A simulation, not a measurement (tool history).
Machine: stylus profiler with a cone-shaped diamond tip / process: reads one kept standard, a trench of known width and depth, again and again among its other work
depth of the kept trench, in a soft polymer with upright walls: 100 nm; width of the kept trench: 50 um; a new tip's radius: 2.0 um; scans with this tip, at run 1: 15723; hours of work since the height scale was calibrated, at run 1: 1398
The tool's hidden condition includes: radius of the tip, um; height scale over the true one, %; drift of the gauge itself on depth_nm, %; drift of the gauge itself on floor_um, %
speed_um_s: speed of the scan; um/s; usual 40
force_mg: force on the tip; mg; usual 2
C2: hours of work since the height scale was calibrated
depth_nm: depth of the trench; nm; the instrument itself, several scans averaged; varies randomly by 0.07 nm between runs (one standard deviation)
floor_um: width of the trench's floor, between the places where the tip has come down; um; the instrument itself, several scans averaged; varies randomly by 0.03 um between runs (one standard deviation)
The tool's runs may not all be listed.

Run 1, hour 0: usual settings; scans with this tip 15723; C2 1398. Result: depth_nm 101.26 nm, floor_um 48.66 um.
Run 2, hour 12.6: usual settings; scans with this tip 15828; C2 1408. Result: depth_nm 101.18 nm, floor_um 48.65 um.
Run 3, hour 29.4: usual settings; scans with this tip 15968; C2 1420. Result: depth_nm 101.06 nm, floor_um 48.53 um.
Run 4, hour 39.1: usual settings but speed_um_s 21 um/s; scans with this tip 16049; C2 1427. Result: depth_nm 101.06 nm, floor_um 48.71 um.
Run 5, hour 53.4: usual settings; scans with this tip 16169; C2 1438. Result: depth_nm 101.17 nm, floor_um 48.62 um.
Run 6, hour 73.6: usual settings; scans with this tip 16337; C2 1453. Result: depth_nm 101.13 nm, floor_um 48.6 um.
Run 7, hour 83.9: usual settings but speed_um_s 38 um/s; scans with this tip 16423; C2 1460. Result: depth_nm 101.15 nm, floor_um 48.63 um.
Run 8, hour 103.4: usual settings but speed_um_s 12 um/s, force_mg 0.76 mg; scans with this tip 16586; C2 1475. Result: depth_nm 100.67 nm, floor_um 48.72 um.
Run 9, hour 122.5: usual settings but speed_um_s 10 um/s, force_mg 5.57 mg; scans with this tip 16745; C2 1489. Result: depth_nm 102.39 nm, floor_um 48.73 um.
Run 10, hour 131.4: usual settings but speed_um_s 11 um/s, force_mg 1.95 mg; scans with this tip 16820; C2 1496. Result: depth_nm 101.25 nm, floor_um 48.68 um.
Run 11, hour 151.9: usual settings but speed_um_s 35 um/s, force_mg 2.6 mg; scans with this tip 16991; C2 1511. Result: depth_nm 101.4 nm, floor_um 48.67 um.
Run 12, hour 161.1: usual settings but speed_um_s 22 um/s, force_mg 0.77 mg; scans with this tip 17068; C2 1518. Result: depth_nm 100.62 nm, floor_um 48.65 um.
Run 13, hour 171.4: usual settings but speed_um_s 93 um/s, force_mg 1.4 mg; scans with this tip 17153; C2 1525. Result: depth_nm 100.76 nm, floor_um 48.47 um.

Consider 5 possible next runs. They are alternatives, not a sequence: every one starts from the tool as it was left by run 13. What does each give?
Run A, hour 181.9: usual settings but speed_um_s 93 um/s, force_mg 1.39 mg; scans with this tip 17241; C2 1533. Result: depth_nm ?, floor_um ?.
Run B, hour 181.9: usual settings but speed_um_s 12 um/s, force_mg 1.6 mg; scans with this tip 17241; C2 1533. Result: depth_nm ?, floor_um ?.
Run C, hour 181.9: usual settings but speed_um_s 93 um/s, force_mg 3.95 mg; scans with this tip 17241; C2 1533. Result: depth_nm ?, floor_um ?.
Run D, hour 181.9: usual settings but speed_um_s 47 um/s, force_mg 5.65 mg; scans with this tip 17241; C2 1533. Result: depth_nm ?, floor_um ?.
Run E, hour 181.9: usual settings but speed_um_s 27 um/s, force_mg 1.95 mg; scans with this tip 17241; C2 1533. Result: depth_nm ?, floor_um ?.

run  depth_nm  floor_um
  A    100.83     48.43
  B     100.9     48.75
  C    101.88     48.54
  D    102.42     48.64
  E    101.13     48.74
With no hidden state in the tool, these same runs would have given:
run  depth_nm  floor_um
  A    100.82     48.45
  B     100.9     48.77
  C    101.88     48.56
  D    102.41     48.66
  E    101.12     48.76
